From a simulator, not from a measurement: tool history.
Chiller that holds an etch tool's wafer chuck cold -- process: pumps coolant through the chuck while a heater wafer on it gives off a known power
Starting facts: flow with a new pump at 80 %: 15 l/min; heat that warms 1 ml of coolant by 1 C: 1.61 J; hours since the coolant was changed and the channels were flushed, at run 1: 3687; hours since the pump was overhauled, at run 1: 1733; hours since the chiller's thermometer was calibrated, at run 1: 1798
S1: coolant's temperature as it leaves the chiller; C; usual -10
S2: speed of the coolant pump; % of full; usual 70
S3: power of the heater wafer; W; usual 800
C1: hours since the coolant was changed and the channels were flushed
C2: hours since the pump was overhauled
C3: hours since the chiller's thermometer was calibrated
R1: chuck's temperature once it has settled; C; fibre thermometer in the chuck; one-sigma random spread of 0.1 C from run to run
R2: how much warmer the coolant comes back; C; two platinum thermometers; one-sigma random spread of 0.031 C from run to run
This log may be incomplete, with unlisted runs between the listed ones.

run	hour	S1	S2	S3	C1	C2	C3	R1	R2
1	0.0	-10	70	800	3687	1733	1798	-0.4	2.31
2	23.9	-10	70	800	3711	1757	1822	-0.3	2.30
3	64.4	-5	70	800	3751	1798	1862	4.6	2.22
4	101.4	-10	70	800	3788	1835	1900	-0.4	2.20
5	133.0	-14	70	800	3820	1866	1931	-4.3	2.19
6	164.1	-14	70	800	3851	1898	1962	-4.4	2.18
7	211.7	-10	70	800	3899	1945	2010	-0.3	2.13
8	247.8	-10	70	800	3935	1981	2046	-0.3	2.19
9	292.7	-10	70	684	3980	2026	2091	-1.9	1.82
10	337.2	-10	97	684	4024	2071	2135	-3.3	1.30
11	375.3	-10	97	684	4062	2109	2173	-3.2	1.27
12	398.3	-10	70	800	4085	2132	2196	-0.4	2.08
13	417.9	-3	70	800	4105	2151	2216	6.8	2.10
14	444.3	-3	70	800	4131	2178	2242	6.6	2.07
15	483.7	-10	63	800	4171	2217	2282	0.1	2.28
16	516.8	-10	67	800	4204	2250	2315	-0.2	2.13
17	547.5	-10	67	800	4234	2281	2346	-0.1	2.14
18	580.9	-5	84	618	4268	2314	2379	1.7	1.27
19	608.0	-5	84	618	4295	2341	2406	1.6	1.20
20	647.8	-4	72	618	4335	2381	2446	3.1	1.47
21	671.5	-4	72	618	4358	2405	2470	3.3	1.40
22	714.6	-16	70	544	4402	2448	2513	-9.7	1.19
23	736.5	-10	96	640	4423	2470	2535	-4.0	1.01
24	767.2	-10	96	640	4454	2501	2565	-3.6	0.97
25	806.9	-10	96	640	4494	2540	2605	-3.7	0.91
# hour 835.5: gauge calibrated
26	840.4	-10	96	640	4527	2574	2639	-3.8	1.31
27	873.6	-10	85	640	4560	2607	2672	-3.3	1.50
28	916.0	-6	66	496	4603	2649	2714	0.2	1.42
29	948.4	-6	66	496	4635	2682	2746	0.1	1.46
30	984.6	-16	83	630	4671	2718	2783	-9.3	1.37
31	1024.7	-16	83	630	4712	2758	2823	-9.2	1.45

For each run, the measured value with the value that run would have given without the tool's hidden condition subtracted. The run-to-run variation is shared by both, the gauge scatter possibly not:
Hidden conditions of the tool in this case: heat passed by the chuck's channels, % of clean ones'; flow at a given pump speed, % of a new pump's; coolant's true temperature over the reading, C; drift of the gauge itself on chuck_c, C; drift of the gauge itself on warmer_back_c, C.
run	R2
1	+0.00
2	+0.00
3	-0.02
4	-0.04
5	-0.05
6	-0.07
7	-0.09
8	-0.11
9	-0.13
10	-0.15
11	-0.17
12	-0.18
13	-0.19
14	-0.20
15	-0.22
16	-0.23
17	-0.25
18	-0.26
19	-0.28
20	-0.30
21	-0.31
22	-0.32
23	-0.33
24	-0.35
25	-0.36
26	+0.00
27	-0.01
28	-0.04
29	-0.05
30	-0.06
31	-0.08
R1: differs from the measured result by no more than 0.1 C in any run.
